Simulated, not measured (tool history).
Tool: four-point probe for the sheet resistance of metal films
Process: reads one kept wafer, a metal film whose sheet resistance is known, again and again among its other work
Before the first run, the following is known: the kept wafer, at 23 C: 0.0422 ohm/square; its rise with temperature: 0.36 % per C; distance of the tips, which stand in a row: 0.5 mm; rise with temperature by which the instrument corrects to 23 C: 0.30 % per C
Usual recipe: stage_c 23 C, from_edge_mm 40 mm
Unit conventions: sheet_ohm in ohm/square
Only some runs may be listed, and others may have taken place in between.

| run | hour | stage_c | from_edge_mm | sheet_ohm |
|---|---|---|---|---|
| 1 | 0 | 23 | 40 | 0.041548 |
| 2 | 61.4 | 23 | 33 | 0.041539 |
| 3 | 152.3 | 23 | 33 | 0.041518 |
| 4 | 191.1 | 23 | 33 | 0.041515 |
| 5 | 253.6 | 23 | 33 | 0.041485 |
| 6 | 310.3 | 23 | 40 | 0.041491 |
| 7 | 401.2 | 23 | 40 | 0.041461 |
| 8 | 491 | 24 | 40 | 0.041483 |
| 9 | 545.6 | 23 | 40 | 0.041441 |
| 10 | 599 | 23 | 40 | 0.041423 |
| 11 | 658.2 | 21 | 40 | 0.041357 |
| 12 | 697.6 | 21 | 40 | 0.04136 |
| 13 | 761.8 | 21 | 40 | 0.041354 |
| 14 | 851.1 | 18 | 28 | 0.041257 |
|  | 871.4 | new probe head fitted |
| 15 | 903.4 | 22 | 28 | 0.041912 |
| 16 | 994.3 | 22 | 28 | 0.041881 |
| 17 | 1076.9 | 22 | 28 | 0.041882 |
|  | 1081.3 | stage's thermometer calibrated |
| 18 | 1118.1 | 23 | 6 | 0.042026 |
| 19 | 1193.6 | 23 | 3 | 0.04247 |
| 20 | 1239.2 | 19 | 9 | 0.0418 |
| 21 | 1292.9 | 23 | 9 | 0.041918 |
| 22 | 1354.4 | 30 | 9 | 0.042074 |
|  | 1397.3 | stage's thermometer calibrated, once more |
| 23 | 1443.9 | 33 | 16 | 0.042138 |
| 24 | 1489.1 | 33 | 16 | 0.042133 |

Run 25 has not been measured yet. What should we expect?
| 25 | 1542.8 | 20 | 8 | ? |

{"run 25": {"sheet_ohm": 0.041872}}
Without the tool's hidden state the same run would have given sheet_ohm 0.042225 ohm/square.
